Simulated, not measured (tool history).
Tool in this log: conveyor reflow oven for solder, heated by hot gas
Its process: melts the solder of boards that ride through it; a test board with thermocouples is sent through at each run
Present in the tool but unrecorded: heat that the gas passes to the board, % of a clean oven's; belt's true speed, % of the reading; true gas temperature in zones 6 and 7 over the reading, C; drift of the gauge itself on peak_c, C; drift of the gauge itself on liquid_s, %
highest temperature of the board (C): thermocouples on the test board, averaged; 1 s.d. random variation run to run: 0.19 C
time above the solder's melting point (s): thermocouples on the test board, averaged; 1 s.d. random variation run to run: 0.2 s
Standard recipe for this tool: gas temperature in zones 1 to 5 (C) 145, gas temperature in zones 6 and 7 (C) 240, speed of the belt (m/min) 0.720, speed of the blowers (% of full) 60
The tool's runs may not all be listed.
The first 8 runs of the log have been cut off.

run   hour  gas temperature in zones 1 to 5 (C)  gas temperature in zones 6 and 7 (C)  speed of the belt (m/min)  speed of the blowers (% of full)  hours of work since the flux was cleaned out  hours of work since the belt drive was overhauled  hours of work since the thermocouples were changed  highest temperature of the board (C)  time above the solder's melting point (s)
  9  120.0                                  145                                   240                      0.853                                60                                            29                                                379                                                 923                                 220.2                                       39.6
 10  139.3                                  145                                   234                      0.720                                60                                            42                                                392                                                 935                                 220.6                                       48.1
 11  160.2                                  145                                   234                      0.720                                60                                            56                                                406                                                 950                                 220.9                                       47.8
 12  169.2                                  145                                   234                      0.720                                60                                            63                                                412                                                 956                                 221.2                                       48.2
 13  190.7                                  145                                   244                      0.720                                60                                            77                                                427                                                 970                                 229.8                                       52.2
 14  212.1                                  145                                   240                      0.720                                60                                            91                                                441                                                 985                                 225.9                                       50.7
 15  224.0                                  145                                   240                      0.720                                60                                            99                                                449                                                 993                                 226.0                                       50.6
     241.9  -- thermocouples of zones 6 and 7 changed
 16  242.7                                  145                                   240                      0.720                                60                                           111                                                460                                                   1                                 223.0                                       48.8
 17  263.3                                  131                                   238                      0.782                                60                                           125                                                474                                                  14                                 215.7                                       37.4
 18  277.2                                  131                                   238                      0.782                                60                                           134                                                484                                                  24                                 215.8                                       37.4
 19  295.8                                  145                                   240                      0.645                                60                                           146                                                496                                                  36                                 226.5                                       57.0
 20  304.9                                  143                                   243                      0.632                                85                                           153                                                502                                                  42                                 232.7                                       60.7
 21  320.8                                  143                                   247                      0.814                                85                                           163                                                513                                                  53                                 229.5                                       45.5
 22  340.9                                  155                                   251                      0.821                                79                                           177                                                526                                                  67                                 233.6                                       49.8
     350.4  -- flux residue cleaned out of gas plates and filters
 23  359.7                                  152                                   254                      0.720                                60                                             6                                                536                                                  76                                 236.5                                       57.2
 24  374.8                                  152                                   254                      0.720                                60                                            16                                                546                                                  86                                 236.6                                       56.8
 25  385.4                                  145                                   240                      0.687                                74                                            24                                                553                                                  93                                 227.3                                       53.9
 26  406.1                                  145                                   240                      0.687                                74                                            38                                                567                                                 107                                 227.1                                       53.8
 27  415.8                                  135                                   240                      0.720                                60                                            44                                                574                                                 114                                 221.3                                       45.8
 28  425.7                                  135                                   240                      0.720                                60                                            51                                                580                                                 120                                 221.2                                       46.1
 29  440.5                                  152                                   242                      0.587                                50                                            61                                                590                                                 130                                 229.8                                       66.8
 30  456.7                                  152                                   242                      0.587                                50                                            72                                                601                                                 141                                 230.2                                       67.2

What if the next run were any one of these 5? Each begins from the tool's condition after run 30:
  A  471.8                                  145                                   252                      0.711                                57                                            82                                                611                                                 151                                     ?                                          ?
  B  471.8                                  152                                   244                      0.733                                58                                            82                                                611                                                 151                                     ?                                          ?
  C  471.8                                  150                                   242                      0.822                                50                                            82                                                611                                                 151                                     ?                                          ?
  D  471.8                                  152                                   242                      0.660                                50                                            82                                                611                                                 151                                     ?                                          ?
  E  471.8                                  152                                   242                      0.789                                50                                            82                                                611                                                 151                                     ?                                          ?

run  highest temperature of the board (C)  time above the solder's melting point (s)
  A                                 233.5                                       54.7
  B                                 227.2                                       52.6
  C                                 218.9                                       41.9
  D                                 226.8                                       58.2
  E                                 220.7                                       45.4
With no hidden state in the tool, these same runs would have given:
run  highest temperature of the board (C)  time above the solder's melting point (s)
  A                                 233.1                                       53.6
  B                                 226.8                                       51.6
  C                                 218.5                                       41.0
  D                                 226.3                                       57.1
  E                                 220.2                                       44.5
